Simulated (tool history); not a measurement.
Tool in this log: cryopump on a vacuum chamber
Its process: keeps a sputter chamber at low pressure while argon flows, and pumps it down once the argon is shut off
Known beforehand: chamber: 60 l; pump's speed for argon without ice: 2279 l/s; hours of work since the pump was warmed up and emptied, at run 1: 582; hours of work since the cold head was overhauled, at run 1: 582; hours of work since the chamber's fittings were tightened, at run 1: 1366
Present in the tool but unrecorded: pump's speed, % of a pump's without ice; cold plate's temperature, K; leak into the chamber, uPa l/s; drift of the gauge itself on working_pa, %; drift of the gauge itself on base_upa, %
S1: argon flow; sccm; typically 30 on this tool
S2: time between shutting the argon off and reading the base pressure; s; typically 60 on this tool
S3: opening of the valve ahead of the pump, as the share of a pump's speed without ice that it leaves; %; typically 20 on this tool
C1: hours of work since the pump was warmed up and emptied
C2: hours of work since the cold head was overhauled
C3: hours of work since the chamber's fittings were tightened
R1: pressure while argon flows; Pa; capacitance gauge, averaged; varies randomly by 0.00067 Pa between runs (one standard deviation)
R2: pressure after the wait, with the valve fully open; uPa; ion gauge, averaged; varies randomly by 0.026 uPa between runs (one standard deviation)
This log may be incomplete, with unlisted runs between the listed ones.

run   hour  S1   S2  S3   C1   C2    C3      R1    R2
  1    0.0  30   60  20  582  582  1366  0.1218  1.61
      16.0  -- pump warmed up, emptied and cooled again
  2   19.4  30   60  34    3  593  1378  0.0652  1.42
  3   41.7  30   60  34   20  611  1395  0.0664  1.47
  4   60.0  17   60  34   35  625  1410  0.0384  1.47
  5   83.6  17   60  34   53  644  1428  0.0378  1.42
  6  101.1  17   60  34   67  658  1442  0.0375  1.43
  7  122.6  30   60  25   84  674  1459  0.0892  1.43
  8  142.6  30   60  20   99  690  1474  0.1131  1.47
  9  166.6  30   60  20  118  709  1493  0.1128  1.43
 10  182.6  30   60  20  131  722  1506  0.1128  1.50
 11  195.9  49   60  20  141  732  1516  0.1848  1.51
 12  219.7  49   60  20  160  751  1535  0.1865  1.48
 13  234.4  30   60  20  172  762  1546  0.1143  1.56
 14  246.4  30   60  20  181  772  1556  0.1146  1.48
 15  268.1  30   60  20  198  789  1573  0.1145  1.54
 16  292.6  30  107  20  217  808  1592  0.1132  1.13
 17  306.0  52   61  29  228  818  1603  0.1400  1.53
 18  333.4  52   61  29  249  840  1624  0.1390  1.52
 19  348.7  57   66  21  261  852  1636  0.2081  1.50
 20  367.4  49  229  51  276  867  1651  0.0772  0.88
 21  394.6  22   51  20  297  888  1672  0.0844  1.78
 22  414.3  30   60  15  313  903  1688  0.1530  1.64
 23  433.2  25   57  20  328  918  1703  0.0971  1.66
 24  453.8  25   57  20  344  935  1719  0.0968  1.65
 25  474.0  27  118  56  360  950  1735  0.0405  1.13
 26  487.9  14  259  46  371  961  1746  0.0249  0.91
 27  503.8  14  259  46  383  974  1758  0.0257  0.96
 28  517.3  34  238  22  394  984  1769  0.1203  1.01
 29  534.5  34   83  28  407  998  1782  0.0976  1.44

Alternative continuations, all from the tool just after run 29; predict every row:
  A  552.7  34   83  36  422  1012  1796   ?   ?
  B  552.7  34   83  33  422  1012  1796   ?   ?
  C  552.7  32  165  20  422  1012  1796   ?   ?
  D  552.7  30   60  30  422  1012  1796   ?   ?

run      R1    R2
  A  0.0776  1.41
  B  0.0846  1.38
  C  0.1266  1.12
  D  0.0813  1.67
With no hidden state in the tool, these same runs would have given:
run      R1    R2
  A  0.0698  0.79
  B  0.0768  0.78
  C  0.1193  0.49
  D  0.0745  1.05
